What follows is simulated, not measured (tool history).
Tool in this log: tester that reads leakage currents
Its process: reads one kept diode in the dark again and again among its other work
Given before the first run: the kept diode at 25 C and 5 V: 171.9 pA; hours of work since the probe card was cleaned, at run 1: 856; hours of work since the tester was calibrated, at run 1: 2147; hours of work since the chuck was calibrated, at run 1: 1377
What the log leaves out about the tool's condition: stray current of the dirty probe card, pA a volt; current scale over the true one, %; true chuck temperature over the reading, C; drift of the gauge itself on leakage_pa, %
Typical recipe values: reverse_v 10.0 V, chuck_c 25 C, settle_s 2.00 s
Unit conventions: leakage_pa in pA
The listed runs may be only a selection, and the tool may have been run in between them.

run      day  reverse_v  chuck_c  settle_s  hours of work since the probe card was cleaned  hours of work since the tester was calibrated  hours of work since the chuck was calibrated  leakage_pa
  1    0.000       10.0       25      2.00                                             856                                           2147                                          1377      212.65
  2    3.325       10.0       25      2.00                                             889                                           2180                                          1410      211.40
  3    8.617       10.0       25      2.00                                             940                                           2231                                          1461      212.21
  4   12.408       10.0       25      2.00                                             977                                           2268                                          1498      212.55
  5   16.858       10.0       25      2.00                                            1021                                           2311                                          1541      212.79
  6   22.438       16.0       25      2.00                                            1075                                           2366                                          1596      255.20
  7   24.875       10.0       25      0.60                                            1099                                           2389                                          1619      214.86
      29.975  -- chuck's temperature calibrated
  8   29.975       10.0       25      0.60                                            1147                                           2438                                             0      239.02
  9   35.008       10.0       37      0.60                                            1196                                           2487                                            49      684.51
 10   38.462       10.0       25      1.60                                            1230                                           2521                                            83      236.83
 11   42.712       10.0       25      1.60                                            1271                                           2562                                           124      234.69
 12   45.412       10.0       25      2.00                                            1298                                           2588                                           150      234.42
 13   49.225       10.0       25      2.00                                            1335                                           2626                                           187      234.71
 14   54.208       10.0       34      2.00                                            1383                                           2674                                           236      520.59
      58.088  -- probe card cleaned and baked
 15   58.146       10.0       34      2.00                                               1                                           2711                                           273      501.09
 16   63.900       10.0       34      2.00                                              57                                           2767                                           329      498.02
 17   69.158       19.3       25      2.00                                             108                                           2818                                           380      271.72
 18   74.675       12.2       25      2.00                                             161                                           2872                                           434      230.04
 19   80.508       12.2       25      2.00                                             218                                           2929                                           491      231.30
 20   86.242       10.0       52      2.00                                             274                                           2985                                           546     2307.31
 21   89.842       10.0       35      2.03                                             309                                           3020                                           582      538.43
 22   93.842       10.0       43      0.67                                             348                                           3059                                           620     1096.83
 23   97.554       10.0       43      0.67                                             384                                           3095                                           657     1088.47
 24  102.258        1.5       25      9.48                                             430                                           3141                                           702      108.20
 25  108.071       10.5       25      1.31                                             487                                           3197                                           759      218.76
 26  113.150       10.5       33      1.31                                             536                                           3247                                           808      452.35
 27  117.167       10.5       33      1.31                                             575                                           3286                                           848      451.95
 28  120.508        9.7       48      2.00                                             608                                           3318                                           880     1607.24
 29  125.183        9.7       48      2.00                                             653                                           3364                                           926     1607.09
 30  129.121        1.4       27      2.00                                             691                                           3402                                           964      125.89
 31  133.908        1.4       27      2.00                                             738                                           3449                                          1010      125.76
 32  137.717        1.4       27      2.00                                             775                                           3486                                          1048      125.36
 33  143.162        1.2       27      2.00                                             828                                           3539                                          1101      117.32
 34  145.746        1.6       30      2.00                                             853                                           3564                                          1126      172.54
 35  150.642        9.6       28      2.00                                             901                                           3611                                          1173      273.21
 36  156.100        9.6       28      2.00                                             954                                           3665                                          1226      274.72
 37  158.567       10.0       49      2.00                                             978                                           3689                                          1250     1722.32
 38  163.304       10.0       49      2.00                                            1024                                           3735                                          1297     1720.35
 39  168.246       10.0       49      2.00                                            1072                                           3783                                          1345     1723.72

Each row is a separate what-if for the run after 39, all from the same tool condition, not one after another. Results?
  A  171.029       10.0       28      2.00                                            1099                                           3810                                          1372           ?
  B  171.029        1.5       41      8.97                                            1099                                           3810                                          1372           ?
  C  171.029       16.6       31      2.15                                            1099                                           3810                                          1372           ?
  D  171.029       15.8       51      4.03                                            1099                                           3810                                          1372           ?

run  leakage_pa
  A      275.56
  B      446.13
  C      438.21
  D     2375.97
Stripped of hidden state, with their random variation kept, the same runs would have yielded:
run  leakage_pa
  A      291.47
  B      491.88
  C      461.15
  D     2588.28
